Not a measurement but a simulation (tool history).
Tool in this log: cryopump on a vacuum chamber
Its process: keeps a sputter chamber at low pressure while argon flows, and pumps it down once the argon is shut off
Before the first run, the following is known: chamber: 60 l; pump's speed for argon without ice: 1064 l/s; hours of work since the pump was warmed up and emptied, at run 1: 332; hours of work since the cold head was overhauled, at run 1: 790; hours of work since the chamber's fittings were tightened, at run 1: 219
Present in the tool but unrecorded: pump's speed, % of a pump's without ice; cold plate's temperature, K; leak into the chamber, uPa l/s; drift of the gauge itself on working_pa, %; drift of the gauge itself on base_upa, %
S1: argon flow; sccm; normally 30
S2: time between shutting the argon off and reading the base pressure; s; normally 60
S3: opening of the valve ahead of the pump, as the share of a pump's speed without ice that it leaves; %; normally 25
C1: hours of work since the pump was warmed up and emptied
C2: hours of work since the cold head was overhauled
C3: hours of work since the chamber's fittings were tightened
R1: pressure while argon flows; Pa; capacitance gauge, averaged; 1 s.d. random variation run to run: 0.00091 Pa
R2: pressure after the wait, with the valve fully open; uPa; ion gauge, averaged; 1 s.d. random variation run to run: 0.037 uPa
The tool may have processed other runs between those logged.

| run | hour | S1 | S2 | S3 | C1 | C2 | C3 | R1 | R2 |
|---|---|---|---|---|---|---|---|---|---|
| 1 | 0.0 | 30 | 60 | 25 | 332 | 790 | 219 | 0.1989 | 2.22 |
| 2 | 25.6 | 30 | 60 | 25 | 353 | 812 | 240 | 0.1994 | 2.25 |
| 3 | 38.1 | 30 | 60 | 41 | 364 | 823 | 251 | 0.1254 | 2.16 |
| 4 | 53.0 | 35 | 60 | 25 | 377 | 835 | 264 | 0.2317 | 2.27 |
| 5 | 79.7 | 35 | 60 | 25 | 399 | 858 | 286 | 0.2353 | 2.27 |
| 6 | 95.6 | 35 | 60 | 25 | 413 | 872 | 300 | 0.2356 | 2.36 |
| 7 | 110.8 | 35 | 60 | 25 | 426 | 885 | 313 | 0.2378 | 2.19 |
| 8 | 126.8 | 35 | 60 | 25 | 439 | 898 | 326 | 0.2360 | 2.26 |
| 9 | 139.0 | 35 | 60 | 25 | 450 | 908 | 337 | 0.2347 | 2.23 |
|  | 153.0 | pump warmed up, emptied and cooled again |
| 10 | 164.4 | 35 | 60 | 25 | 10 | 926 | 354 | 0.2226 | 2.13 |
| 11 | 181.1 | 30 | 65 | 25 | 24 | 940 | 368 | 0.1907 | 2.07 |
| 12 | 195.8 | 30 | 65 | 25 | 36 | 953 | 381 | 0.1892 | 2.00 |
| 13 | 217.3 | 30 | 65 | 25 | 55 | 971 | 399 | 0.1912 | 2.06 |
| 14 | 236.6 | 30 | 65 | 25 | 71 | 987 | 415 | 0.1918 | 2.01 |
| 15 | 259.6 | 30 | 65 | 30 | 91 | 1007 | 435 | 0.1612 | 2.01 |
| 16 | 286.4 | 12 | 60 | 27 | 113 | 1029 | 458 | 0.0712 | 2.12 |
| 17 | 302.2 | 24 | 158 | 27 | 127 | 1043 | 471 | 0.1443 | 1.04 |
| 18 | 329.4 | 20 | 67 | 24 | 150 | 1066 | 494 | 0.1343 | 2.02 |
| 19 | 348.4 | 20 | 67 | 24 | 166 | 1082 | 510 | 0.1339 | 1.99 |
| 20 | 374.2 | 18 | 37 | 19 | 188 | 1104 | 532 | 0.1533 | 3.40 |
| 21 | 401.7 | 30 | 221 | 39 | 211 | 1127 | 556 | 0.1289 | 0.88 |
| 22 | 421.0 | 41 | 39 | 40 | 228 | 1144 | 572 | 0.1697 | 3.22 |
| 23 | 434.1 | 16 | 39 | 30 | 239 | 1155 | 583 | 0.0890 | 3.23 |
| 24 | 460.1 | 20 | 60 | 51 | 261 | 1177 | 605 | 0.0668 | 2.28 |
| 25 | 480.4 | 20 | 60 | 51 | 278 | 1194 | 622 | 0.0669 | 2.33 |
| 26 | 494.6 | 60 | 60 | 38 | 290 | 1206 | 635 | 0.2662 | 2.28 |

Selected run-to-run steps in R1, each split into two signed amounts: the part the tool would show with no hidden state at all (from settings, incoming material and random variation), and the remainder, which goes to the hidden state together with any gauge scatter not common to the measured and the hidden-state-free results:
Run 3 -> 4: S1 30 -> 35, S3 41 -> 25. R1 +0.1063 Pa: hidden state +0.0019, all else +0.1044.
Run 9 -> 10: pump warmed up, emptied and cooled again. R1 -0.0121 Pa: hidden state -0.0136, all else +0.0015.
Run 25 -> 26: S1 20 -> 60, S3 51 -> 38. R1 +0.1993 Pa: hidden state +0.0106, all else +0.1887.

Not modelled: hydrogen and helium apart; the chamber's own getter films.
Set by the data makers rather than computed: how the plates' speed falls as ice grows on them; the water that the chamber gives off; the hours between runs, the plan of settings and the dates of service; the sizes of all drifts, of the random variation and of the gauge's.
